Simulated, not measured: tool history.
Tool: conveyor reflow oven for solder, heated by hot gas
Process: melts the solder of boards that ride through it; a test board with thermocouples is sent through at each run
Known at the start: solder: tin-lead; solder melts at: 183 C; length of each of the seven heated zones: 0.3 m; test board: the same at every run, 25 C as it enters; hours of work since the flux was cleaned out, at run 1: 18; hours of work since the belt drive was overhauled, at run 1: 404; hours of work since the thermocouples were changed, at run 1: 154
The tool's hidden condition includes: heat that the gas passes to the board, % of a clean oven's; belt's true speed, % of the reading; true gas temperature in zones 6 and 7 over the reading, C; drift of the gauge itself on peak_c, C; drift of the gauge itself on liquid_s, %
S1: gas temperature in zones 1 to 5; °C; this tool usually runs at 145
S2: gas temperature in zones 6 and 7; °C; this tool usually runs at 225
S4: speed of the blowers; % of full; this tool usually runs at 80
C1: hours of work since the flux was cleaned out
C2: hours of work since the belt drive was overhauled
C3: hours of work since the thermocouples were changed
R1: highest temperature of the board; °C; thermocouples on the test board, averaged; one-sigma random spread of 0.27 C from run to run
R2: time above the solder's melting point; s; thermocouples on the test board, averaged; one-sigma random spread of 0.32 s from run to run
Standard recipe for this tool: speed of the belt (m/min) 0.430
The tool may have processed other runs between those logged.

run 1 hour=0.0 | S1=145 S2=225 speed_of_the_belt_(m/min)=0.430 S4=80 | C1=18 C2=404 C3=154 | R1=214.0 R2=64.7
run 2 hour=10.6 | S1=145 S2=225 speed_of_the_belt_(m/min)=0.441 S4=80 | C1=26 C2=411 C3=161 | R1=213.4 R2=62.5
run 3 hour=27.3 | S1=145 S2=225 speed_of_the_belt_(m/min)=0.441 S4=80 | C1=37 C2=423 C3=173 | R1=213.4 R2=61.7
run 4 hour=41.6 | S1=158 S2=225 speed_of_the_belt_(m/min)=0.430 S4=80 | C1=47 C2=433 C3=183 | R1=215.6 R2=71.6
run 5 hour=49.5 | S1=158 S2=225 speed_of_the_belt_(m/min)=0.430 S4=80 | C1=53 C2=438 C3=189 | R1=215.3 R2=71.9
run 6 hour=60.5 | S1=158 S2=225 speed_of_the_belt_(m/min)=0.430 S4=80 | C1=61 C2=446 C3=196 | R1=216.1 R2=72.2
run 7 hour=69.4 | S1=158 S2=225 speed_of_the_belt_(m/min)=0.430 S4=80 | C1=67 C2=452 C3=202 | R1=215.7 R2=72.0
run 8 hour=77.9 | S1=158 S2=225 speed_of_the_belt_(m/min)=0.430 S4=80 | C1=73 C2=458 C3=208 | R1=215.8 R2=72.3
run 9 hour=93.6 | S1=158 S2=225 speed_of_the_belt_(m/min)=0.430 S4=80 | C1=84 C2=469 C3=219 | R1=215.5 R2=72.0
run 10 hour=102.4 | S1=145 S2=225 speed_of_the_belt_(m/min)=0.453 S4=80 | C1=90 C2=475 C3=225 | R1=212.5 R2=58.8
run 11 hour=116.1 | S1=145 S2=225 speed_of_the_belt_(m/min)=0.453 S4=80 | C1=99 C2=485 C3=235 | R1=212.7 R2=59.4
run 12 hour=130.8 | S1=145 S2=225 speed_of_the_belt_(m/min)=0.453 S4=80 | C1=109 C2=495 C3=245 | R1=212.1 R2=58.9
run 13 hour=146.7 | S1=145 S2=225 speed_of_the_belt_(m/min)=0.453 S4=80 | C1=120 C2=506 C3=256 | R1=212.7 R2=59.1
run 14 hour=154.8 | S1=145 S2=225 speed_of_the_belt_(m/min)=0.430 S4=70 | C1=126 C2=511 C3=262 | R1=211.9 R2=61.6
run 15 hour=162.5 | S1=155 S2=217 speed_of_the_belt_(m/min)=0.430 S4=77 | C1=131 C2=517 C3=267 | R1=207.9 R2=63.4
run 16 hour=173.4 | S1=155 S2=217 speed_of_the_belt_(m/min)=0.430 S4=77 | C1=139 C2=524 C3=275 | R1=208.0 R2=63.5
run 17 hour=184.5 | S1=145 S2=223 speed_of_the_belt_(m/min)=0.430 S4=53 | C1=147 C2=532 C3=282 | R1=206.1 R2=53.9
run 18 hour=199.5 | S1=145 S2=225 speed_of_the_belt_(m/min)=0.426 S4=80 | C1=157 C2=543 C3=293 | R1=214.1 R2=64.4
run 19 hour=208.2 | S1=145 S2=225 speed_of_the_belt_(m/min)=0.426 S4=80 | C1=163 C2=549 C3=299 | R1=213.9 R2=64.2
run 20 hour=218.7 | S1=145 S2=225 speed_of_the_belt_(m/min)=0.426 S4=80 | C1=170 C2=556 C3=306 | R1=213.6 R2=64.2
run 21 hour=236.0 | S1=160 S2=239 speed_of_the_belt_(m/min)=0.508 S4=80 | C1=183 C2=568 C3=318 | R1=223.9 R2=65.2
run 22 hour=244.8 | S1=160 S2=239 speed_of_the_belt_(m/min)=0.508 S4=80 | C1=189 C2=574 C3=324 | R1=223.7 R2=65.7
run 23 hour=257.5 | S1=145 S2=225 speed_of_the_belt_(m/min)=0.435 S4=80 | C1=197 C2=583 C3=333 | R1=213.2 R2=61.7
run 24 hour=266.1 | S1=145 S2=225 speed_of_the_belt_(m/min)=0.435 S4=80 | C1=203 C2=589 C3=339 | R1=213.1 R2=62.5
run 25 hour=282.6 | S1=145 S2=233 speed_of_the_belt_(m/min)=0.495 S4=80 | C1=215 C2=600 C3=351 | R1=216.6 R2=56.2
run 26 hour=293.5 | S1=151 S2=233 speed_of_the_belt_(m/min)=0.385 S4=80 | C1=222 C2=608 C3=358 | R1=224.2 R2=83.1

Each row is a separate what-if for the run after 26, all from the same tool condition, not one after another. Results?
run A hour=305.0 | S1=145 S2=225 speed_of_the_belt_(m/min)=0.430 S4=51 | C1=230 C2=616 C3=366 | R1=? R2=?
run B hour=305.0 | S1=149 S2=233 speed_of_the_belt_(m/min)=0.398 S4=80 | C1=230 C2=616 C3=366 | R1=? R2=?
run C hour=305.0 | S1=137 S2=225 speed_of_the_belt_(m/min)=0.430 S4=80 | C1=230 C2=616 C3=366 | R1=? R2=?
run D hour=305.0 | S1=151 S2=221 speed_of_the_belt_(m/min)=0.497 S4=80 | C1=230 C2=616 C3=366 | R1=? R2=?
run E hour=305.0 | S1=133 S2=233 speed_of_the_belt_(m/min)=0.385 S4=80 | C1=230 C2=616 C3=366 | R1=? R2=?

run=A R1=207.3 R2=54.3
run=B R1=223.0 R2=78.4
run=C R1=211.7 R2=58.1
run=D R1=206.9 R2=51.2
run=E R1=221.5 R2=74.0
Without the tool's hidden state the same runs would have given:
run=A R1=207.8 R2=55.0
run=B R1=223.5 R2=78.5
run=C R1=212.5 R2=59.1
run=D R1=207.7 R2=52.2
run=E R1=222.2 R2=74.5
